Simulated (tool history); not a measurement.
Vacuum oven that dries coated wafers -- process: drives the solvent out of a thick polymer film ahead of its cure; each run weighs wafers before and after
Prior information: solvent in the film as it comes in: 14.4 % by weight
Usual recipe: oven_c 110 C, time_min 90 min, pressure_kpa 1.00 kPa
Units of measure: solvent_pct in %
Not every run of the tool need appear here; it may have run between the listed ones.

run   hour  oven_c  time_min  pressure_kpa  solvent_pct
  1    0.0     110        90          1.00        2.661
  2   24.6     110        90          1.00        2.645
  3   71.1     110        90          1.00        2.659
  4  123.9     110        90          1.00        2.654
  5  159.5     110        90          1.00        2.647
     165.7  -- oven's thermocouples calibrated
  6  201.9     110        90          1.00        2.653
  7  245.3     123        61          1.88        2.678
  8  282.2     123        61          1.88        2.674
  9  334.0     123        71          1.48        2.046
 10  372.3     117        90          2.32        2.804
 11  400.0      97        90          1.00        4.790

Alternative continuations, all from the tool just after run 11; predict every row:
     439.8  -- oven's thermocouples calibrated, once more
  A  449.0      98       156          1.00            ?
     439.8  -- oven's thermocouples calibrated, once more
  B  449.0     115        90          1.00            ?
     439.8  -- oven's thermocouples calibrated, once more
  C  449.0     110       127          1.00            ?
     439.8  -- oven's thermocouples calibrated, once more
  D  449.0      97        51          1.00            ?

run  solvent_pct
  A        2.897
  B        2.032
  C        1.814
  D        6.945
Had the tool no hidden state, the same runs would have come out as:
run  solvent_pct
  A        2.798
  B        1.977
  C        1.746
  D        6.882

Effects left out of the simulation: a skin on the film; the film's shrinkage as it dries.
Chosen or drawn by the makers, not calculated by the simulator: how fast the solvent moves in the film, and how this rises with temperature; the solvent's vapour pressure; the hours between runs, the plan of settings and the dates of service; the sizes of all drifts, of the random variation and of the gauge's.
